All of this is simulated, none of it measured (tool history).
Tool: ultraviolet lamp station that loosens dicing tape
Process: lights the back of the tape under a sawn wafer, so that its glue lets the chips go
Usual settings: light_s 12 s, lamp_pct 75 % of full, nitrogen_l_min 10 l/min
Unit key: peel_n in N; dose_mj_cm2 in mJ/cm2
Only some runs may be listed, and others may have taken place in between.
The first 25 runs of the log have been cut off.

{"run": 26, "hour": 280.2, "light_s": 24, "lamp_pct": 82, "nitrogen_l_min": 5, "peel_n": 0.238, "dose_mj_cm2": 607}
{"run": 27, "hour": 290.1, "light_s": 9, "lamp_pct": 78, "nitrogen_l_min": 5, "peel_n": 1.558, "dose_mj_cm2": 216}
{"run": 28, "hour": 302.3, "light_s": 9, "lamp_pct": 78, "nitrogen_l_min": 5, "peel_n": 1.491, "dose_mj_cm2": 214}
{"run": 29, "hour": 309.5, "light_s": 17, "lamp_pct": 75, "nitrogen_l_min": 10, "peel_n": 0.285, "dose_mj_cm2": 389}
{"run": 30, "hour": 324.4, "light_s": 7, "lamp_pct": 82, "nitrogen_l_min": 4, "peel_n": 2.542, "dose_mj_cm2": 177}
{"run": 31, "hour": 330.7, "light_s": 15, "lamp_pct": 69, "nitrogen_l_min": 4, "peel_n": 0.828, "dose_mj_cm2": 316}
{"run": 32, "hour": 339.6, "light_s": 7, "lamp_pct": 90, "nitrogen_l_min": 8, "peel_n": 1.38, "dose_mj_cm2": 191}
{"run": 33, "hour": 352.5, "light_s": 12, "lamp_pct": 75, "nitrogen_l_min": 10, "peel_n": 0.544, "dose_mj_cm2": 272}
{"run": 34, "hour": 365.8, "light_s": 12, "lamp_pct": 69, "nitrogen_l_min": 6, "peel_n": 1.002, "dose_mj_cm2": 249}
{"run": 35, "hour": 378.0, "light_s": 7, "lamp_pct": 61, "nitrogen_l_min": 10, "peel_n": 2.327, "dose_mj_cm2": 128}
{"run": 36, "hour": 392.9, "light_s": 7, "lamp_pct": 61, "nitrogen_l_min": 10, "peel_n": 2.384, "dose_mj_cm2": 125}
{"run": 37, "hour": 404.1, "light_s": 7, "lamp_pct": 61, "nitrogen_l_min": 10, "peel_n": 2.458, "dose_mj_cm2": 129}

Consider 4 possible next runs. They are alternatives, not a sequence: every one starts from the tool as it was left by run 37. What does each give?
{"run": "A", "hour": 411.1, "light_s": 6, "lamp_pct": 72, "nitrogen_l_min": 4, "peel_n": "?", "dose_mj_cm2": "?"}
{"run": "B", "hour": 411.1, "light_s": 15, "lamp_pct": 78, "nitrogen_l_min": 6, "peel_n": "?", "dose_mj_cm2": "?"}
{"run": "C", "hour": 411.1, "light_s": 17, "lamp_pct": 67, "nitrogen_l_min": 5, "peel_n": "?", "dose_mj_cm2": "?"}
{"run": "D", "hour": 411.1, "light_s": 7, "lamp_pct": 85, "nitrogen_l_min": 10, "peel_n": "?", "dose_mj_cm2": "?"}

run=A peel_n=3.785 dose_mj_cm2=126
run=B peel_n=0.488 dose_mj_cm2=351
run=C peel_n=0.58 dose_mj_cm2=339
run=D peel_n=1.314 dose_mj_cm2=175
Without the tool's hidden state the same runs would have given:
run=A peel_n=2.95 dose_mj_cm2=155
run=B peel_n=0.333 dose_mj_cm2=429
run=C peel_n=0.374 dose_mj_cm2=415
run=D peel_n=0.867 dose_mj_cm2=215

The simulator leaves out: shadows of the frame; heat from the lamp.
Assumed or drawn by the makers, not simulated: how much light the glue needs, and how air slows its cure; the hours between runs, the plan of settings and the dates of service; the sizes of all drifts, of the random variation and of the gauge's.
